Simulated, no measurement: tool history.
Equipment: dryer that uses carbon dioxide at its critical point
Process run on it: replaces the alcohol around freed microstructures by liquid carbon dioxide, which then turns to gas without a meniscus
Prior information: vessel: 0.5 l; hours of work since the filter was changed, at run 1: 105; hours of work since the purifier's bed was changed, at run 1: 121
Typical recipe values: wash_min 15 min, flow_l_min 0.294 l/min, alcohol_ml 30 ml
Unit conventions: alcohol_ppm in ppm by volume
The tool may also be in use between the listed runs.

run,hour,wash_min,flow_l_min,alcohol_ml,hours of work since the filter was changed,hours of work since the purifier's bed was changed,alcohol_ppm
1,0,15,0.294,30,105,121,167
2,12.5,15,0.294,30,112,128,176
3,18.7,15,0.294,30,115,132,185
4,30.7,15,0.294,30,122,138,173
5,37.4,15,0.294,30,126,142,181
6,50.4,15,0.294,30,134,150,167
7,62.1,15,0.294,30,140,156,182
8,73,22,0.294,30,147,163,33
9,85.8,22,0.422,30,154,170,25
10,91.7,21,0.294,30,157,173,44
11,99.7,15,0.294,30,162,178,196
12,112,15,0.239,30,169,185,571
13,125.1,12,0.239,30,176,192,1450
14,133.7,15,0.294,80,181,197,502
15,145.8,15,0.294,98,188,204,614
16,158.1,18,0.294,96,195,211,223
17,171.9,18,0.294,96,203,219,222
18,179.7,11,0.207,41,208,224,4561
# hour 184.1: inlet filter changed
19,192.6,17,0.48,23,5,230,33
20,201,9,0.48,45,10,235,190
21,207.9,16,0.308,37,14,239,103
22,218.7,16,0.308,37,20,245,106
23,232,16,0.308,37,27,253,104
24,243.3,15,0.218,119,34,259,2726
25,249.2,15,0.401,21,37,263,36
26,257.7,15,0.401,21,42,268,53
27,267.5,15,0.224,30,48,273,622
28,277.8,23,0.285,32,54,279,43
29,287.9,15,0.435,30,59,285,49

Consider 5 possible next runs. They are alternatives, not a sequence: every one starts from the tool as it was left by run 29. What does each give?
A,298.2,19,0.262,113,65,291,?
B,298.2,22,0.255,104,65,291,?
C,298.2,16,0.446,25,65,291,?
D,298.2,11,0.406,101,65,291,?
E,298.2,16,0.207,22,65,291,?

run,alcohol_ppm
A,280
B,133
C,43
D,408
E,554
Stripped of hidden state, with their random variation kept, the same runs would have yielded:
run,alcohol_ppm
A,194
B,76
C,7
D,300
E,445
